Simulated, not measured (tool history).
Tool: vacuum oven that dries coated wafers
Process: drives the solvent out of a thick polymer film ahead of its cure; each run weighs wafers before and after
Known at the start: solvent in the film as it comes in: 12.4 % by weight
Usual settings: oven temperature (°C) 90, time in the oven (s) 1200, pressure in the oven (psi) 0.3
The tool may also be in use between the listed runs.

| run | hour | oven temperature (°C) | time in the oven (s) | pressure in the oven (psi) | solvent left in the film (%) |
|---|---|---|---|---|---|
| 1 | 0 | 90 | 1200 | 0.3 | 3.49 |
| 2 | 38.3 | 90 | 1200 | 0.3 | 3.49 |
| 3 | 61.4 | 90 | 1200 | 0.3 | 3.52 |
| 4 | 90.4 | 90 | 1200 | 0.3 | 3.54 |
| 5 | 129.8 | 90 | 1200 | 0.3 | 3.53 |
| 6 | 158.2 | 90 | 1140 | 0.3 | 3.73 |
| 7 | 180.3 | 90 | 1140 | 0.3 | 3.73 |
| 8 | 201.7 | 90 | 1140 | 0.3 | 3.74 |

Run 9 comes next. What will it give?
| 9 | 236.6 | 90 | 1200 | 0.3 | ? |

solvent left in the film (%): 3.56
Without the tool's hidden state the same run would have given solvent left in the film (%) 3.37.
